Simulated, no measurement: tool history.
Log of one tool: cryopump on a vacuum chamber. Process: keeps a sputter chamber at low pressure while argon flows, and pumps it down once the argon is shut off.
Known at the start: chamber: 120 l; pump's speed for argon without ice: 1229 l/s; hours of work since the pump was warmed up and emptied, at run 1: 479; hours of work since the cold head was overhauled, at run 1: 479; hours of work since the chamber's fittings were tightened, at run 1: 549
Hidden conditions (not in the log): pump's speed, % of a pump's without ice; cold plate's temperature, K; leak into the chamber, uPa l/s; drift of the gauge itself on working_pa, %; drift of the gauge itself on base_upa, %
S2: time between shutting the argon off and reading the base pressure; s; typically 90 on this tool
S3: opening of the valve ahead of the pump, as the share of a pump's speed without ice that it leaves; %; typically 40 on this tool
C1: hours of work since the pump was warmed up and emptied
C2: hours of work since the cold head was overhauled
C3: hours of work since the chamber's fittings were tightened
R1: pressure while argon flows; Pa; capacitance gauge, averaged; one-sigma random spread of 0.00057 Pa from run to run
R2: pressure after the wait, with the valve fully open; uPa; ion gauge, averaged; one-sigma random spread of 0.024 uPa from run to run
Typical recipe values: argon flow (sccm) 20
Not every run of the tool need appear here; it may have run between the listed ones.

{"run": 1, "day": 0.0, "argon flow (sccm)": 20, "S2": 90, "S3": 40, "C1": 479, "C2": 479, "C3": 549, "R1": 0.0708, "R2": 1.82}
{"run": 2, "day": 2.592, "argon flow (sccm)": 20, "S2": 90, "S3": 40, "C1": 532, "C2": 532, "C3": 602, "R1": 0.0714, "R2": 1.99}
{"run": 3, "day": 4.8, "argon flow (sccm)": 20, "S2": 90, "S3": 40, "C1": 577, "C2": 577, "C3": 648, "R1": 0.0706, "R2": 2.02}
{"run": 4, "day": 6.65, "argon flow (sccm)": 20, "S2": 90, "S3": 40, "C1": 615, "C2": 615, "C3": 685, "R1": 0.071, "R2": 2.12}
{"run": 5, "day": 9.675, "argon flow (sccm)": 20, "S2": 90, "S3": 40, "C1": 677, "C2": 677, "C3": 747, "R1": 0.0714, "R2": 2.21}
{"run": 6, "day": 12.212, "argon flow (sccm)": 20, "S2": 90, "S3": 40, "C1": 729, "C2": 729, "C3": 799, "R1": 0.0714, "R2": 2.35}
{"run": 7, "day": 14.912, "argon flow (sccm)": 20, "S2": 90, "S3": 40, "C1": 784, "C2": 784, "C3": 855, "R1": 0.0717, "R2": 2.43}
{"run": 8, "day": 18.279, "argon flow (sccm)": 9, "S2": 140, "S3": 40, "C1": 853, "C2": 853, "C3": 924, "R1": 0.0324, "R2": 2.36}
{"run": 9, "day": 21.696, "argon flow (sccm)": 9, "S2": 140, "S3": 40, "C1": 923, "C2": 923, "C3": 994, "R1": 0.0328, "R2": 2.45}
{"run": 10, "day": 23.867, "argon flow (sccm)": 33, "S2": 140, "S3": 40, "C1": 968, "C2": 968, "C3": 1038, "R1": 0.1185, "R2": 2.56}
{"run": 11, "day": 25.733, "argon flow (sccm)": 14, "S2": 269, "S3": 43, "C1": 1006, "C2": 1006, "C3": 1076, "R1": 0.0482, "R2": 2.47}
{"run": 12, "day": 29.029, "argon flow (sccm)": 20, "S2": 35, "S3": 57, "C1": 1073, "C2": 1073, "C3": 1144, "R1": 0.0518, "R2": 4.21}
{"run": 13, "day": 32.088, "argon flow (sccm)": 20, "S2": 35, "S3": 57, "C1": 1136, "C2": 1136, "C3": 1206, "R1": 0.0529, "R2": 4.26}

Branching from run 13: 3 alternative next runs. What would each branch give?
{"day": 34.075, "done": "pump warmed up, emptied and cooled again"}
{"run": "A", "day": 34.075, "argon flow (sccm)": 10, "S2": 75, "S3": 41, "C1": 0, "C2": 1172, "C3": 1243, "R1": "?", "R2": "?"}
{"day": 34.075, "done": "pump warmed up, emptied and cooled again"}
{"run": "B", "day": 34.075, "argon flow (sccm)": 9, "S2": 35, "S3": 50, "C1": 0, "C2": 1172, "C3": 1243, "R1": "?", "R2": "?"}
{"day": 34.075, "done": "pump warmed up, emptied and cooled again"}
{"run": "C", "day": 34.075, "argon flow (sccm)": 12, "S2": 35, "S3": 27, "C1": 0, "C2": 1172, "C3": 1243, "R1": "?", "R2": "?"}

run=A R1=0.0335 R2=3.13
run=B R1=0.0242 R2=3.96
run=C R1=0.0622 R2=3.95
Take away the tool's hidden state, keep each run's random variation, and the runs would have read:
run=A R1=0.0334 R2=1.08
run=B R1=0.0241 R2=1.94
run=C R1=0.062 R2=1.96
